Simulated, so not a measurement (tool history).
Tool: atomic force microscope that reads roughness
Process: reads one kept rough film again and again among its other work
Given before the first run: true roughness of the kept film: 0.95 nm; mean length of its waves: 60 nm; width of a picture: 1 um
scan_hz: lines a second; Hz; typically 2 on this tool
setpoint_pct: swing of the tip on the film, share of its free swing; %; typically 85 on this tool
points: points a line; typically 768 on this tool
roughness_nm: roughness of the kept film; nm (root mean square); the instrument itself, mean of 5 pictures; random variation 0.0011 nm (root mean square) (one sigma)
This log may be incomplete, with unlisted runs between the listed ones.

| run | hour | scan_hz | setpoint_pct | points | roughness_nm |
|---|---|---|---|---|---|
| 1 | 0 | 2 | 85 | 768 | 0.778 |
|  | 9.3 | new tip fitted |
| 2 | 13.5 | 2 | 85 | 768 | 0.786 |
| 3 | 25.6 | 2 | 85 | 363 | 0.78 |
|  | 41.4 | new tip fitted |
| 4 | 45.8 | 2 | 85 | 363 | 0.786 |
| 5 | 59 | 2 | 85 | 363 | 0.777 |
| 6 | 69.8 | 2 | 61 | 768 | 0.885 |
|  | 73.3 | new tip fitted |
| 7 | 81.8 | 2 | 61 | 768 | 0.893 |
| 8 | 93 | 2 | 61 | 335 | 0.885 |
|  | 104.8 | new tip fitted |
| 9 | 106.2 | 3.73 | 85 | 768 | 0.688 |
| 10 | 121.2 | 2 | 72 | 768 | 0.85 |
|  | 137.4 | new tip fitted |
| 11 | 139.7 | 2 | 81 | 768 | 0.809 |
| 12 | 156 | 2.96 | 85 | 768 | 0.723 |
|  | 168.8 | new tip fitted |
| 13 | 169.4 | 2 | 85 | 515 | 0.79 |
| 14 | 184.3 | 2 | 85 | 355 | 0.781 |
|  | 200.6 | new tip fitted |
| 15 | 203.7 | 2 | 85 | 355 | 0.785 |
| 16 | 219.5 | 2 | 85 | 789 | 0.78 |
|  | 233.1 | new tip fitted |
| 17 | 236.3 | 2.81 | 85 | 967 | 0.738 |

For run 18, what comes out?
| 18 | 252.6 | 0.6 | 85 | 960 | ? |

Run 18 measured roughness_nm 0.882 nm (root mean square).
Were there no unlogged condition in the tool, this run, its random variation unchanged, would have produced roughness_nm 0.889 nm (root mean square).

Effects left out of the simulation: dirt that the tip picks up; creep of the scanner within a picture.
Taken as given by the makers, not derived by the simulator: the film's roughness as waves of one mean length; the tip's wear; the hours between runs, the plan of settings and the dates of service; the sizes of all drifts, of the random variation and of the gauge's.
